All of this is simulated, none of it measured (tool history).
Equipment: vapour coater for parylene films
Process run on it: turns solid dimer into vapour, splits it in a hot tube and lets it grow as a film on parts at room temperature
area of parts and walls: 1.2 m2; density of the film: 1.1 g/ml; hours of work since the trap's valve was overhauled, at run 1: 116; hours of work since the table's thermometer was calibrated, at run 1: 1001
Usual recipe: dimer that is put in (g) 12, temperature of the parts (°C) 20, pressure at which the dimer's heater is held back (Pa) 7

run,day,dimer that is put in (g),temperature of the parts (°C),pressure at which the dimer's heater is held back (Pa),hours of work since the trap's valve was overhauled,hours of work since the table's thermometer was calibrated,thickness of the film (nm)
1,0,12,20,7,116,1001,5660
2,1.129,18,20,7,138,1024,8460
3,1.792,5,20,7,152,1037,2320
4,2.6,12,20,7,168,1053,5620
# day 2.717: table's thermometer calibrated
5,4.15,12,20,7,198,29,5620
6,5.358,12,20,7,222,53,5600
7,6.167,10,20,7,238,69,4660
8,6.883,10,20,7,252,83,4620
9,7.862,12,15,7,272,103,6440
10,8.846,12,15,7,291,122,6420
# day 10.021: table's thermometer calibrated, once more
11,10.158,12,15,7,317,3,6550
12,11.683,5,12,7,347,33,3030

For each entry between runs, how does the tool's hidden state at the last listed run before it compare with that at the first listed run after it?
Run 4 -> run 5: table's thermometer calibrated (day 2.717)
  vapour lost through the trap's worn valve, %: 1.4 -> 1.7; true temperature of the parts over the reading, C: 0.39 -> 0.57
  measured value less the no-hidden-state value, thickness of the film (nm): -150 -> -200
Run 10 -> run 11: table's thermometer calibrated, once more (day 10.021)
  vapour lost through the trap's worn valve, %: 2.5 -> 2.7; true temperature of the parts over the reading, C: 0.61 -> 0.04
  measured value less the no-hidden-state value, thickness of the film (nm): -300 -> -190
